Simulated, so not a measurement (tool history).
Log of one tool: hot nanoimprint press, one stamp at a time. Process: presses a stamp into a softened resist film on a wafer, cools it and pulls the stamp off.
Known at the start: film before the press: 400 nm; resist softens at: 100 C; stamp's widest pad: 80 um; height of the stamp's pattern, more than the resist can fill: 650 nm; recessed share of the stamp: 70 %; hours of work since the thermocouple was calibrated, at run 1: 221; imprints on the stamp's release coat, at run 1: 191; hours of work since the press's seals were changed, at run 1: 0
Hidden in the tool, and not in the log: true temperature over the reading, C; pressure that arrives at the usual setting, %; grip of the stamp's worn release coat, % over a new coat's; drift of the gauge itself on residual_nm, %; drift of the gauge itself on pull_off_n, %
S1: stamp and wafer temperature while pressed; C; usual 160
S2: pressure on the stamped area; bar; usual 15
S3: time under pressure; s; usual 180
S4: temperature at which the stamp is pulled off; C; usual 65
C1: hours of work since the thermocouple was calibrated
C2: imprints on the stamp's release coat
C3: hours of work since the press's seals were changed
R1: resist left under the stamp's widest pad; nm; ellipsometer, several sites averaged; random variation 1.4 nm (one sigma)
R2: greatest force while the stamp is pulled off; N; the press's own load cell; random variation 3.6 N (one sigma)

{"run": 1, "hour": 0.0, "S1": 160, "S2": 15, "S3": 180, "S4": 65, "C1": 221, "C2": 191, "C3": 0, "R1": 211, "R2": 169}
{"run": 2, "hour": 38.2, "S1": 160, "S2": 15, "S3": 180, "S4": 65, "C1": 247, "C2": 382, "C3": 27, "R1": 210.7, "R2": 166}
{"run": 3, "hour": 74.5, "S1": 160, "S2": 15, "S3": 180, "S4": 65, "C1": 273, "C2": 565, "C3": 52, "R1": 211.4, "R2": 177}
{"hour": 82.9, "done": "plate thermocouple calibrated"}
{"run": 4, "hour": 119.7, "S1": 160, "S2": 15, "S3": 180, "S4": 65, "C1": 26, "C2": 777, "C3": 82, "R1": 212.7, "R2": 176}
{"run": 5, "hour": 150.6, "S1": 160, "S2": 15, "S3": 180, "S4": 65, "C1": 47, "C2": 932, "C3": 103, "R1": 210.3, "R2": 174}
{"run": 6, "hour": 202.4, "S1": 160, "S2": 15, "S3": 180, "S4": 65, "C1": 84, "C2": 1193, "C3": 140, "R1": 209.8, "R2": 178}

Forecast run 7:
{"run": 7, "hour": 249.2, "S1": 160, "S2": 15, "S3": 180, "S4": 65, "C1": 116, "C2": 1427, "C3": 172, "R1": "?", "R2": "?"}

{"run 7": {"R1": 208.3, "R2": 177}}
Without the tool's hidden state the same run would have given R1 208.4 nm, R2 176 N.
